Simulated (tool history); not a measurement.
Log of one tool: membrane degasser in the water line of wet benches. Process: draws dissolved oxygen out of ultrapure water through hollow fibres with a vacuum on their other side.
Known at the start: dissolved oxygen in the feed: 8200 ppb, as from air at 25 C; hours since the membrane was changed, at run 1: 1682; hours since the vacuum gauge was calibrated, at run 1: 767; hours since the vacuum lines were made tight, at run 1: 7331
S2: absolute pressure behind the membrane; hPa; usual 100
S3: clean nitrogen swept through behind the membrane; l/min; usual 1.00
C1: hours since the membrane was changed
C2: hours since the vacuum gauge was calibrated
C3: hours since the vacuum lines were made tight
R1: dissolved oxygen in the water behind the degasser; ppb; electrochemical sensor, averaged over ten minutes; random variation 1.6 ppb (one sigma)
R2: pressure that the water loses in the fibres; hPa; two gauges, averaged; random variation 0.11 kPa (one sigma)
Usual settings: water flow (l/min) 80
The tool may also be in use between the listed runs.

Run 1, hour 0.0: usual settings; C1 1682; C2 767; C3 7331. Result: R1 886.1 ppb, R2 279.3 hPa.
Run 2, hour 36.6: usual settings; C1 1718; C2 804; C3 7367. Result: R1 887.5 ppb, R2 276.8 hPa.
Run 3, hour 83.7: usual settings but water flow (l/min) 55; C1 1765; C2 851; C3 7414. Result: R1 675.8 ppb, R2 190.3 hPa.
Run 4, hour 119.0: usual settings but water flow (l/min) 55; C1 1801; C2 886; C3 7450. Result: R1 674.4 ppb, R2 191.7 hPa.
Run 5, hour 143.4: usual settings; C1 1825; C2 910; C3 7474. Result: R1 887.9 ppb, R2 276.9 hPa.
Run 6, hour 182.6: usual settings but water flow (l/min) 52; C1 1864; C2 950; C3 7513. Result: R1 645.9 ppb, R2 181.2 hPa.
Run 7, hour 227.9: usual settings but water flow (l/min) 52; C1 1910; C2 995; C3 7558. Result: R1 644.5 ppb, R2 181.3 hPa.
Run 8, hour 263.7: usual settings but water flow (l/min) 52; C1 1945; C2 1031; C3 7594. Result: R1 644.8 ppb, R2 181.5 hPa.
Run 9, hour 309.3: usual settings but water flow (l/min) 52; C1 1991; C2 1076; C3 7640. Result: R1 646.4 ppb, R2 182.2 hPa.
Run 10, hour 349.2: usual settings but water flow (l/min) 52; C1 2031; C2 1116; C3 7680. Result: R1 646.7 ppb, R2 181.2 hPa.
Run 11, hour 368.4: usual settings but water flow (l/min) 52; C1 2050; C2 1135; C3 7699. Result: R1 648.2 ppb, R2 180.9 hPa.
Run 12, hour 405.2: usual settings but S3 2.58 l/min; C1 2087; C2 1172; C3 7736. Result: R1 474.3 ppb, R2 277.4 hPa.
Run 13, hour 452.3: usual settings but S3 1.01 l/min; C1 2134; C2 1219; C3 7783. Result: R1 883.6 ppb, R2 278.3 hPa.
Run 14, hour 489.0: usual settings but water flow (l/min) 97, S2 72 hPa, S3 1.77 l/min; C1 2171; C2 1256; C3 7820. Result: R1 468.6 ppb, R2 337.2 hPa.
Run 15, hour 534.3: usual settings but water flow (l/min) 71, S2 198 hPa, S3 0.53 l/min; C1 2216; C2 1301; C3 7865. Result: R1 2485.8 ppb, R2 248.1 hPa.
Run 16, hour 556.6: usual settings but water flow (l/min) 71, S2 198 hPa, S3 0.53 l/min; C1 2238; C2 1324; C3 7887. Result: R1 2475.1 ppb, R2 245.3 hPa.
Run 17, hour 603.2: usual settings but water flow (l/min) 93, S2 198 hPa, S3 1.92 l/min; C1 2285; C2 1370; C3 7934. Result: R1 1397.1 ppb, R2 325.3 hPa.
Run 18, hour 644.4: usual settings but water flow (l/min) 93, S2 198 hPa, S3 1.92 l/min; C1 2326; C2 1411; C3 7975. Result: R1 1401.6 ppb, R2 322.7 hPa.
Run 19, hour 671.1: usual settings but water flow (l/min) 50, S2 85 hPa, S3 1.08 l/min; C1 2353; C2 1438; C3 8002. Result: R1 472.0 ppb, R2 174.2 hPa.

Run 20 comes next. What will it give?
Run 20, hour 708.1: usual settings but water flow (l/min) 87, S2 237 hPa, S3 2.02 l/min; C1 2390; C2 1475; C3 8039. Result: R1 ?, R2 ?.

R1: 1529.2 ppb
R2: 303.4 hPa
Without the tool's hidden state the same run would have given R1 1529.0 ppb, R2 303.3 hPa.

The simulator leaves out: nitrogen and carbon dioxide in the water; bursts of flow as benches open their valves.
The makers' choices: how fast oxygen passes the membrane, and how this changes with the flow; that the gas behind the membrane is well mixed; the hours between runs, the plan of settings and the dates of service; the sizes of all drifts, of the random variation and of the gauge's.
